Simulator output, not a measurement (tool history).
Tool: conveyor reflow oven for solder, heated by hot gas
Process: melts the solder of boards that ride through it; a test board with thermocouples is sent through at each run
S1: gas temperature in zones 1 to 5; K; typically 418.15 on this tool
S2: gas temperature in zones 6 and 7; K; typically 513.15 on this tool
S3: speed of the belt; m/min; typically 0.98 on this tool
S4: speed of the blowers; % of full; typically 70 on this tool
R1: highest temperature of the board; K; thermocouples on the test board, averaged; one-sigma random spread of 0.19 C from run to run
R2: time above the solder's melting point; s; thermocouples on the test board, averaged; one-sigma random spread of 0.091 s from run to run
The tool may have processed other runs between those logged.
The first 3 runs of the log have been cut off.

| run | hour | S1 | S2 | S3 | S4 | R1 | R2 |
|---|---|---|---|---|---|---|---|
| 4 | 213.6 | 418.15 | 513.15 | 1.047 | 70 | 493.85 | 37.17 |
|  | 253.7 | thermocouples of zones 6 and 7 changed |
| 5 | 275.3 | 418.15 | 513.15 | 1.047 | 70 | 494.15 | 37.11 |
| 6 | 316.1 | 418.15 | 513.15 | 1.047 | 70 | 493.95 | 37.07 |
| 7 | 404.5 | 418.15 | 513.15 | 1.047 | 70 | 494.25 | 37.17 |
| 8 | 444.9 | 418.15 | 513.15 | 1.047 | 70 | 494.55 | 37.27 |
|  | 486.3 | flux residue cleaned out of gas plates and filters |
| 9 | 533.2 | 418.15 | 513.15 | 0.98 | 70 | 496.35 | 40.89 |
| 10 | 590.5 | 418.15 | 513.15 | 0.98 | 70 | 495.95 | 41.08 |
| 11 | 678.8 | 418.15 | 522.15 | 0.98 | 70 | 503.95 | 43.74 |
| 12 | 756.2 | 418.15 | 522.15 | 0.98 | 70 | 504.15 | 44 |
| 13 | 798.3 | 418.15 | 513.15 | 0.98 | 70 | 496.25 | 40.94 |
|  | 848 | flux residue cleaned out of gas plates and filters |
| 14 | 856.8 | 418.15 | 513.15 | 0.98 | 70 | 495.95 | 40.77 |
| 15 | 898.8 | 418.15 | 508.15 | 0.98 | 70 | 491.85 | 38.85 |
| 16 | 984.9 | 418.15 | 508.15 | 0.98 | 70 | 491.55 | 39.16 |
| 17 | 1061 | 418.15 | 508.15 | 0.98 | 70 | 491.95 | 39.06 |
| 18 | 1112.7 | 427.15 | 504.15 | 0.98 | 57 | 488.25 | 39.44 |
| 19 | 1176.3 | 418.15 | 524.15 | 0.98 | 70 | 505.85 | 44.53 |
|  | 1208.7 | flux residue cleaned out of gas plates and filters |
| 20 | 1230 | 418.15 | 524.15 | 0.98 | 70 | 505.75 | 44.49 |
| 21 | 1269.4 | 419.15 | 524.15 | 0.906 | 65 | 507.75 | 49.05 |
| 22 | 1334 | 408.15 | 522.15 | 0.906 | 81 | 506.85 | 46.38 |
| 23 | 1414.7 | 408.15 | 522.15 | 0.906 | 81 | 506.65 | 46.35 |
|  | 1450.1 | thermocouples of zones 6 and 7 changed |
| 24 | 1505.5 | 420.15 | 528.15 | 1.033 | 85 | 509.95 | 43.78 |

What will run 25 give?
|  | 1574.9 | flux residue cleaned out of gas plates and filters |
| 25 | 1602.3 | 420.15 | 528.15 | 1.033 | 85 | ? | ? |

R1: 510.25 K
R2: 44.04 s
If the tool had no hidden condition, the same run with the same run-to-run variation would have returned R1 510.25 K, R2 44 s.
